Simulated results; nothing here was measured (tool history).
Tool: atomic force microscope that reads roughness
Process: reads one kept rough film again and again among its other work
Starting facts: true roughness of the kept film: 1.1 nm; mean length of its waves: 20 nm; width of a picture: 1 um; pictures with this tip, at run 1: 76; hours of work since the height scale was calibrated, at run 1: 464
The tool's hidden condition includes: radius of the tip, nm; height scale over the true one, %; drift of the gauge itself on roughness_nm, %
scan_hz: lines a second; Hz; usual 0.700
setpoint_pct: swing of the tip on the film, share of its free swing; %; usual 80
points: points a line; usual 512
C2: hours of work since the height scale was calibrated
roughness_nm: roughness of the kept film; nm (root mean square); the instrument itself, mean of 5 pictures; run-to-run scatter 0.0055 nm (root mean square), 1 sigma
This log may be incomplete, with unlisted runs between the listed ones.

{"run": 1, "hour": 0.0, "scan_hz": 0.7, "setpoint_pct": 80, "points": 512, "pictures with this tip": 76, "C2": 464, "roughness_nm": 0.922}
{"run": 2, "hour": 17.8, "scan_hz": 0.7, "setpoint_pct": 80, "points": 512, "pictures with this tip": 114, "C2": 477, "roughness_nm": 0.899}
{"run": 3, "hour": 38.7, "scan_hz": 0.7, "setpoint_pct": 80, "points": 512, "pictures with this tip": 159, "C2": 492, "roughness_nm": 0.903}
{"run": 4, "hour": 54.8, "scan_hz": 0.7, "setpoint_pct": 80, "points": 512, "pictures with this tip": 194, "C2": 504, "roughness_nm": 0.904}
{"run": 5, "hour": 67.2, "scan_hz": 0.7, "setpoint_pct": 80, "points": 512, "pictures with this tip": 220, "C2": 514, "roughness_nm": 0.89}
{"run": 6, "hour": 83.4, "scan_hz": 0.7, "setpoint_pct": 58, "points": 512, "pictures with this tip": 255, "C2": 526, "roughness_nm": 0.922}
{"run": 7, "hour": 106.8, "scan_hz": 0.7, "setpoint_pct": 58, "points": 512, "pictures with this tip": 305, "C2": 543, "roughness_nm": 0.904}
{"run": 8, "hour": 128.6, "scan_hz": 0.7, "setpoint_pct": 58, "points": 512, "pictures with this tip": 352, "C2": 559, "roughness_nm": 0.887}
{"hour": 135.4, "done": "new tip fitted"}
{"run": 9, "hour": 141.2, "scan_hz": 0.7, "setpoint_pct": 58, "points": 512, "pictures with this tip": 12, "C2": 568, "roughness_nm": 0.99}
{"run": 10, "hour": 153.6, "scan_hz": 0.7, "setpoint_pct": 58, "points": 512, "pictures with this tip": 39, "C2": 577, "roughness_nm": 0.971}
{"run": 11, "hour": 171.3, "scan_hz": 3.503, "setpoint_pct": 80, "points": 512, "pictures with this tip": 77, "C2": 591, "roughness_nm": 0.732}
{"run": 12, "hour": 183.0, "scan_hz": 3.503, "setpoint_pct": 80, "points": 512, "pictures with this tip": 102, "C2": 599, "roughness_nm": 0.725}
{"run": 13, "hour": 196.7, "scan_hz": 3.503, "setpoint_pct": 80, "points": 512, "pictures with this tip": 131, "C2": 609, "roughness_nm": 0.714}
{"run": 14, "hour": 218.3, "scan_hz": 3.503, "setpoint_pct": 80, "points": 764, "pictures with this tip": 177, "C2": 625, "roughness_nm": 0.706}
{"run": 15, "hour": 242.3, "scan_hz": 3.503, "setpoint_pct": 80, "points": 764, "pictures with this tip": 229, "C2": 643, "roughness_nm": 0.698}
{"run": 16, "hour": 257.1, "scan_hz": 3.503, "setpoint_pct": 80, "points": 764, "pictures with this tip": 261, "C2": 654, "roughness_nm": 0.686}
{"run": 17, "hour": 268.6, "scan_hz": 3.019, "setpoint_pct": 80, "points": 512, "pictures with this tip": 285, "C2": 663, "roughness_nm": 0.703}
{"run": 18, "hour": 294.5, "scan_hz": 0.508, "setpoint_pct": 70, "points": 512, "pictures with this tip": 341, "C2": 682, "roughness_nm": 0.857}
{"hour": 307.1, "done": "new tip fitted"}
{"run": 19, "hour": 309.4, "scan_hz": 3.995, "setpoint_pct": 61, "points": 512, "pictures with this tip": 5, "C2": 693, "roughness_nm": 0.899}
{"run": 20, "hour": 329.4, "scan_hz": 0.975, "setpoint_pct": 74, "points": 512, "pictures with this tip": 48, "C2": 708, "roughness_nm": 0.937}
{"run": 21, "hour": 355.4, "scan_hz": 1.266, "setpoint_pct": 86, "points": 859, "pictures with this tip": 104, "C2": 727, "roughness_nm": 0.841}
{"run": 22, "hour": 374.8, "scan_hz": 1.266, "setpoint_pct": 86, "points": 859, "pictures with this tip": 145, "C2": 741, "roughness_nm": 0.835}
{"run": 23, "hour": 392.8, "scan_hz": 1.421, "setpoint_pct": 86, "points": 859, "pictures with this tip": 184, "C2": 755, "roughness_nm": 0.814}
{"run": 24, "hour": 409.7, "scan_hz": 0.904, "setpoint_pct": 80, "points": 622, "pictures with this tip": 220, "C2": 767, "roughness_nm": 0.86}
{"run": 25, "hour": 433.8, "scan_hz": 0.936, "setpoint_pct": 67, "points": 464, "pictures with this tip": 272, "C2": 785, "roughness_nm": 0.887}

Here are 4 independent what-if runs from the current tool condition. What would each one return?
{"run": "A", "hour": 456.1, "scan_hz": 1.186, "setpoint_pct": 80, "points": 298, "pictures with this tip": 320, "C2": 802, "roughness_nm": "?"}
{"run": "B", "hour": 456.1, "scan_hz": 0.936, "setpoint_pct": 67, "points": 979, "pictures with this tip": 320, "C2": 802, "roughness_nm": "?"}
{"run": "C", "hour": 456.1, "scan_hz": 0.7, "setpoint_pct": 80, "points": 813, "pictures with this tip": 320, "C2": 802, "roughness_nm": "?"}
{"run": "D", "hour": 456.1, "scan_hz": 1.052, "setpoint_pct": 68, "points": 274, "pictures with this tip": 320, "C2": 802, "roughness_nm": "?"}

run=A roughness_nm=0.799
run=B roughness_nm=0.886
run=C roughness_nm=0.857
run=D roughness_nm=0.841
Take away the tool's hidden state, keep each run's random variation, and the runs would have read:
run=A roughness_nm=0.884
run=B roughness_nm=0.981
run=C roughness_nm=0.949
run=D roughness_nm=0.932
